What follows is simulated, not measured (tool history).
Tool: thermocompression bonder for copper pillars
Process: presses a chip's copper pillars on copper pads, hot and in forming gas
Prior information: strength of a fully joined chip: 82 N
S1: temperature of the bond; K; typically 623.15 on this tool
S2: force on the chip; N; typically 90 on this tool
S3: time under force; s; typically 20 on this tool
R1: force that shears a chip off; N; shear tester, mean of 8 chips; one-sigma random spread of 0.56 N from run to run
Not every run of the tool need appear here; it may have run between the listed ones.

{"run": 1, "hour": 0.0, "S1": 623.15, "S2": 90, "S3": 20, "R1": 36.3}
{"run": 2, "hour": 47.2, "S1": 623.15, "S2": 90, "S3": 20, "R1": 36.6}
{"run": 3, "hour": 84.5, "S1": 623.15, "S2": 90, "S3": 20, "R1": 36.1}
{"run": 4, "hour": 120.0, "S1": 623.15, "S2": 112, "S3": 20, "R1": 40.6}
{"run": 5, "hour": 165.2, "S1": 623.15, "S2": 112, "S3": 20, "R1": 39.9}
{"hour": 183.8, "done": "forming gas filter changed"}
{"run": 6, "hour": 209.3, "S1": 623.15, "S2": 112, "S3": 20, "R1": 44.8}
{"run": 7, "hour": 248.4, "S1": 623.15, "S2": 112, "S3": 20, "R1": 42.4}
{"run": 8, "hour": 280.6, "S1": 623.15, "S2": 112, "S3": 49, "R1": 55.8}
{"run": 9, "hour": 311.8, "S1": 623.15, "S2": 112, "S3": 49, "R1": 54.8}
{"run": 10, "hour": 340.6, "S1": 623.15, "S2": 90, "S3": 20, "R1": 37.5}
{"run": 11, "hour": 376.8, "S1": 623.15, "S2": 70, "S3": 20, "R1": 30.7}
{"run": 12, "hour": 407.6, "S1": 623.15, "S2": 90, "S3": 20, "R1": 35.9}
{"hour": 411.2, "done": "force cell calibrated"}
{"run": 13, "hour": 450.6, "S1": 623.15, "S2": 61, "S3": 20, "R1": 26.3}
{"hour": 468.4, "done": "forming gas filter changed"}
{"run": 14, "hour": 476.5, "S1": 623.15, "S2": 61, "S3": 20, "R1": 29.7}
{"run": 15, "hour": 502.0, "S1": 623.15, "S2": 61, "S3": 20, "R1": 30.2}
{"hour": 521.9, "done": "force cell calibrated, once more"}
{"run": 16, "hour": 554.2, "S1": 623.15, "S2": 81, "S3": 20, "R1": 37.7}
{"run": 17, "hour": 580.8, "S1": 623.15, "S2": 81, "S3": 20, "R1": 36.9}
{"run": 18, "hour": 607.1, "S1": 623.15, "S2": 81, "S3": 20, "R1": 36.5}
{"run": 19, "hour": 643.6, "S1": 623.15, "S2": 66, "S3": 20, "R1": 31.3}
{"run": 20, "hour": 676.7, "S1": 623.15, "S2": 90, "S3": 20, "R1": 38.2}
{"run": 21, "hour": 703.2, "S1": 623.15, "S2": 90, "S3": 20, "R1": 37.4}
{"hour": 708.9, "done": "heater calibrated with a thermocouple chip"}
{"run": 22, "hour": 735.5, "S1": 623.15, "S2": 73, "S3": 13, "R1": 26.1}
{"hour": 755.4, "done": "forming gas filter changed"}
{"run": 23, "hour": 775.2, "S1": 636.15, "S2": 87, "S3": 11, "R1": 34.7}
{"run": 24, "hour": 825.0, "S1": 626.15, "S2": 62, "S3": 32, "R1": 36.1}
{"run": 25, "hour": 850.3, "S1": 612.15, "S2": 90, "S3": 12, "R1": 25.7}
{"run": 26, "hour": 871.3, "S1": 629.15, "S2": 86, "S3": 24, "R1": 40.5}
{"run": 27, "hour": 919.0, "S1": 614.15, "S2": 135, "S3": 54, "R1": 55.1}
{"run": 28, "hour": 955.0, "S1": 614.15, "S2": 135, "S3": 54, "R1": 54.0}
{"run": 29, "hour": 996.4, "S1": 614.15, "S2": 135, "S3": 54, "R1": 54.1}
{"run": 30, "hour": 1024.5, "S1": 624.15, "S2": 105, "S3": 19, "R1": 37.8}
{"hour": 1036.7, "done": "forming gas filter changed"}
{"run": 31, "hour": 1068.0, "S1": 624.15, "S2": 105, "S3": 10, "R1": 33.2}
{"run": 32, "hour": 1111.4, "S1": 633.15, "S2": 105, "S3": 38, "R1": 56.2}
{"run": 33, "hour": 1154.7, "S1": 634.15, "S2": 123, "S3": 12, "R1": 43.0}
{"run": 34, "hour": 1180.0, "S1": 594.15, "S2": 65, "S3": 16, "R1": 17.3}
{"run": 35, "hour": 1212.6, "S1": 646.15, "S2": 73, "S3": 14, "R1": 36.3}
{"run": 36, "hour": 1235.7, "S1": 646.15, "S2": 73, "S3": 14, "R1": 35.1}
{"run": 37, "hour": 1281.0, "S1": 594.15, "S2": 87, "S3": 14, "R1": 18.9}
{"run": 38, "hour": 1314.7, "S1": 594.15, "S2": 87, "S3": 14, "R1": 20.6}
{"hour": 1317.7, "done": "forming gas filter changed"}
{"run": 39, "hour": 1365.7, "S1": 601.15, "S2": 106, "S3": 43, "R1": 43.1}
{"run": 40, "hour": 1388.9, "S1": 617.15, "S2": 119, "S3": 12, "R1": 34.9}

3 ways to go on from here, each from the tool as it stands after run 40. What would each give?
{"run": "A", "hour": 1412.0, "S1": 615.15, "S2": 119, "S3": 49, "R1": "?"}
{"run": "B", "hour": 1412.0, "S1": 623.15, "S2": 86, "S3": 49, "R1": "?"}
{"run": "C", "hour": 1412.0, "S1": 609.15, "S2": 103, "S3": 39, "R1": "?"}

run=A R1=53.2
run=B R1=48.4
run=C R1=43.0
Take away the tool's hidden state, keep each run's random variation, and the runs would have read:
run=A R1=55.4
run=B R1=50.4
run=C R1=44.7
